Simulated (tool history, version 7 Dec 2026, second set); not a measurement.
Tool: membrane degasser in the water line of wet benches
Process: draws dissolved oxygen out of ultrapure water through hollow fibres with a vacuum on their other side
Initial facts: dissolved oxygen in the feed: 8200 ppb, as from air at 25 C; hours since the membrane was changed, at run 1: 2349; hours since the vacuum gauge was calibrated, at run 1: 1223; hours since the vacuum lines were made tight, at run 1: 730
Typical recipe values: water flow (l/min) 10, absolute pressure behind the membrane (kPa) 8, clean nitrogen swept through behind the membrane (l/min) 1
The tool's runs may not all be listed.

run,hour,water flow (l/min),absolute pressure behind the membrane (kPa),clean nitrogen swept through behind the membrane (l/min),hours since the membrane was changed,hours since the vacuum gauge was calibrated,hours since the vacuum lines were made tight,dissolved oxygen in the water behind the degasser (ppb),pressure that the water loses in the fibres (kPa)
1,0,10,8,1,2349,1223,730,260.2,56.98
2,105.1,10,8,1,2454,1328,835,264.9,57.28
3,215.7,10,8,1,2564,1438,945,263.4,57.03
4,339.8,10,8,1,2689,1562,1069,263.7,57.39
5,403.6,14,8,1,2752,1626,1133,451.4,79.37
6,555.9,14,8,1,2905,1778,1285,449.5,80.02
7,705.5,10,8,0.91,3054,1928,1435,279.2,57.27
8,836,10,8,0.91,3185,2058,1566,278.3,57.41
9,911.7,10,8,1,3260,2134,1641,268.4,57.32
10,1037.3,10,8,0.49,3386,2260,1767,366.1,57.49
11,1159.1,10,8,2.98,3508,2382,1889,196,57.59
12,1231,10,8,2.98,3580,2453,1960,194.4,58.23
13,1347.1,10,17,2.98,3696,2570,2077,268.4,57.82
14,1443.6,13,8,1,3792,2666,2173,403.4,74.87
15,1560.7,10,8,1,3909,2783,2290,274.5,57.42
16,1702.4,10,17.12,1,4051,2925,2432,476.7,58.01
17,1769.6,10,17.12,0.86,4118,2992,2499,521.2,57.78
18,1918.6,10,16.47,1,4267,3141,2648,462.9,57.86
19,2045,9,12.08,1,4394,3268,2775,316.2,52.08
20,2109.5,9,15.03,1,4458,3332,2839,375.6,51.81
21,2250,9,15.03,1,4599,3473,2980,375.8,51.82
22,2392.9,12,9.17,1.89,4742,3615,3122,323.4,69.59
23,2484.5,8,5.34,0.47,4833,3707,3214,187.8,46.33
24,2567,15,10.64,0.47,4916,3790,3297,821.9,86.78
25,2669.8,15,10.64,0.47,5019,3892,3399,795.4,86.72
26,2798.3,15,10.64,0.47,5147,4021,3528,819.1,86.81
27,2944.2,15,10.64,0.73,5293,4167,3674,669.7,87.12
28,3040.7,7,17.24,0.75,5389,4263,3770,374.5,40.83
29,3150.4,14,9.47,0.75,5499,4373,3880,574.5,81.51
30,3252.9,14,9.47,0.75,5602,4475,3982,570.3,81.94
31,3378.9,11,17.52,2.37,5728,4601,4108,361.7,63.92

Consider 3 possible next runs. They are alternatives, not a sequence: every one starts from the tool as it was left by run 31. What does each give?
A,3517,8,8,0.79,5866,4740,4247,?,?
B,3517,11,13.92,2.37,5866,4740,4247,?,?
C,3517,11,6.62,2.37,5866,4740,4247,?,?

run,dissolved oxygen in the water behind the degasser (ppb),pressure that the water loses in the fibres (kPa)
A,218.5,46.49
B,326.8,64.13
C,239.3,64.06
Take away the tool's hidden state, keep each run's random variation, and the runs would have read:
run,dissolved oxygen in the water behind the degasser (ppb),pressure that the water loses in the fibres (kPa)
A,194,44.77
B,294.6,61.78
C,209.4,61.71

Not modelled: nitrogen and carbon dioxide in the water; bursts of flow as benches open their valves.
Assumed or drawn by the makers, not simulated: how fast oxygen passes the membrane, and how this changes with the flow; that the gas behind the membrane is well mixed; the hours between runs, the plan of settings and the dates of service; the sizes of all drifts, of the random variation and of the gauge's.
